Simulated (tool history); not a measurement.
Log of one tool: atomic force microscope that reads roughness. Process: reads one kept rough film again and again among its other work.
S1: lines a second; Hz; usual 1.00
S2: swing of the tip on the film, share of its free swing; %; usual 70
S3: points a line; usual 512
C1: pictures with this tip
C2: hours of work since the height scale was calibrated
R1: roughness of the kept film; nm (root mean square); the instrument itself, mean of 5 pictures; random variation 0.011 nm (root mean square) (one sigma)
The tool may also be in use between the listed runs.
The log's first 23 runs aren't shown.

run	hour	S1	S2	S3	C1	C2	R1
24	262.4	1.00	88	512	277	370	2.504
25	275.4	0.86	88	898	298	379	2.510
26	290.1	3.09	72	479	323	390	2.422
27	299.4	3.09	72	479	338	397	2.447
# hour 300.7: new tip fitted
28	308.7	3.09	72	479	14	403	2.585
29	320.9	3.09	72	479	34	412	2.580
30	333.1	3.09	72	479	54	421	2.551
31	349.5	3.09	72	906	81	433	2.550
32	358.6	3.09	72	906	96	439	2.558
33	371.0	3.09	72	906	117	448	2.519
34	382.2	3.70	62	355	136	457	2.575
35	397.4	3.70	62	355	161	468	2.568
36	411.2	1.00	70	512	184	478	2.600
37	422.6	2.08	88	328	203	486	2.419
38	436.3	3.01	67	734	225	496	2.519
39	452.8	3.01	75	916	253	508	2.463
40	459.9	3.01	75	916	265	513	2.444

4 ways to go on from here, each from the tool as it stands after run 40. What would each give?
A	473.7	1.88	85	298	288	523	?
B	473.7	1.30	75	318	288	523	?
C	473.7	3.01	74	916	288	523	?
D	473.7	0.53	75	916	288	523	?

run	R1
A	2.446
B	2.519
C	2.465
D	2.585
Without the tool's hidden state the same runs would have given:
run	R1
A	2.560
B	2.636
C	2.579
D	2.706
